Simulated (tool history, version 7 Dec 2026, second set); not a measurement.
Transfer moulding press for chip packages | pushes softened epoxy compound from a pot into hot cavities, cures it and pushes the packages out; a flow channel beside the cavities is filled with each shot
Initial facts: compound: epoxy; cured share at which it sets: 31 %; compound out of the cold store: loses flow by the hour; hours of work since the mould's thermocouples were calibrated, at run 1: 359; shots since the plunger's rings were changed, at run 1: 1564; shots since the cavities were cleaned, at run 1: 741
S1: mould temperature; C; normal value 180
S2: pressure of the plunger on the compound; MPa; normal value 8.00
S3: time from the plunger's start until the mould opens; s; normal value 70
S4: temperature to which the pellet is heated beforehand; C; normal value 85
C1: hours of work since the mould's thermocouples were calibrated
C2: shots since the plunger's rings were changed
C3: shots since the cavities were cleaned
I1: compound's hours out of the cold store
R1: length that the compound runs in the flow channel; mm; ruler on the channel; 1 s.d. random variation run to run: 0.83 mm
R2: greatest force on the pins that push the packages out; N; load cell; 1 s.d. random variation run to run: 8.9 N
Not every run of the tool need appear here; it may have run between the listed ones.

Run 1, hour 0.0: usual settings; C1 359; C2 1564; C3 741; I1 21.1. Result: R1 760.7 mm, R2 606 N.
Run 2, hour 23.8: usual settings; C1 368; C2 1793; C3 970; I1 27.3. Result: R1 733.3 mm, R2 611 N.
At hour 40.4: cavities cleaned with cleaning compound and waxed.
Run 3, hour 58.3: usual settings; C1 382; C2 2109; C3 171; I1 10.2. Result: R1 811.4 mm, R2 499 N.
Run 4, hour 93.7: usual settings; C1 396; C2 2450; C3 512; I1 42.7. Result: R1 668.6 mm, R2 547 N.
At hour 116.4: plunger's sealing rings changed.
Run 5, hour 137.7: usual settings; C1 413; C2 204; C3 910; I1 18.3. Result: R1 782.4 mm, R2 651 N.
At hour 161.7: cavities cleaned with cleaning compound and waxed.
Run 6, hour 164.9: usual settings; C1 423; C2 451; C3 31; I1 45.1. Result: R1 669.6 mm, R2 395 N.
Run 7, hour 197.1: usual settings; C1 436; C2 760; C3 340; I1 46.2. Result: R1 663.9 mm, R2 510 N.
Run 8, hour 227.4: usual settings; C1 449; C2 1051; C3 631; I1 45.8. Result: R1 663.3 mm, R2 551 N.
Run 9, hour 260.1: usual settings; C1 462; C2 1365; C3 945; I1 31.1. Result: R1 721.7 mm, R2 622 N.
At hour 278.2: cavities cleaned with cleaning compound and waxed.
Run 10, hour 303.3: usual settings but S1 179 C, S4 82 C; C1 479; C2 1766; C3 242; I1 16.1. Result: R1 788.3 mm, R2 536 N.
Run 11, hour 327.2: usual settings but S1 178 C, S2 7.49 MPa, S4 77 C; C1 489; C2 1995; C3 471; I1 23.4. Result: R1 729.3 mm, R2 643 N.
Run 12, hour 366.7: usual settings but S1 178 C, S2 8.65 MPa, S3 54 s, S4 77 C; C1 505; C2 2374; C3 850; I1 10.2. Result: R1 846.8 mm, R2 1394 N.
At hour 396.6: plunger's sealing rings changed.
At hour 398.1: cavities cleaned with cleaning compound and waxed.
Run 13, hour 398.1: usual settings but S1 185 C, S2 7.09 MPa, S3 50 s, S4 79 C; C1 516; C2 0; C3 0; I1 44.1. Result: R1 627.7 mm, R2 622 N.
Run 14, hour 430.8: usual settings but S1 188 C, S4 95 C; C1 529; C2 314; C3 314; I1 32.6. Result: R1 707.2 mm, R2 404 N.
Run 15, hour 468.0: usual settings but S1 188 C, S4 95 C; C1 544; C2 671; C3 671; I1 30.6. Result: R1 712.3 mm, R2 448 N.
Run 16, hour 505.9: usual settings but S3 107 s, S4 88 C; C1 560; C2 1035; C3 1035; I1 44.2. Result: R1 669.2 mm, R2 445 N.
At hour 514.9: cavities cleaned with cleaning compound and waxed.
Run 17, hour 533.7: usual settings but S1 174 C, S2 9.98 MPa, S3 100 s; C1 570; C2 1288; C3 181; I1 22.7. Result: R1 853.1 mm, R2 377 N.

Each row is a separate what-if for the run after 17, all from the same tool condition, not one after another. Results?
Run A, hour 575.8: usual settings but S2 8.24 MPa, S3 72 s, S4 86 C; C1 587; C2 1692; C3 585; I1 30.2. Result: R1 ?, R2 ?.
Run B, hour 575.8: usual settings but S1 174 C, S2 9.98 MPa, S3 100 s, S4 86 C; C1 587; C2 1692; C3 585; I1 13.0. Result: R1 ?, R2 ?.
Run C, hour 575.8: usual settings but S1 174 C, S2 9.98 MPa, S3 72 s, S4 89 C; C1 587; C2 1692; C3 585; I1 43.3. Result: R1 ?, R2 ?.
Run D, hour 575.8: usual settings but S1 177 C, S2 9.98 MPa, S3 100 s, S4 78 C; C1 587; C2 1692; C3 585; I1 40.2. Result: R1 ?, R2 ?.

run     R1   R2
  A  731.2  562
  B  902.6  495
  C  754.0  723
  D  764.7  438
What these runs would have given with no unlogged condition in the tool:
run     R1   R2
  A  742.0  390
  B  915.8  346
  C  765.0  497
  D  775.9  305
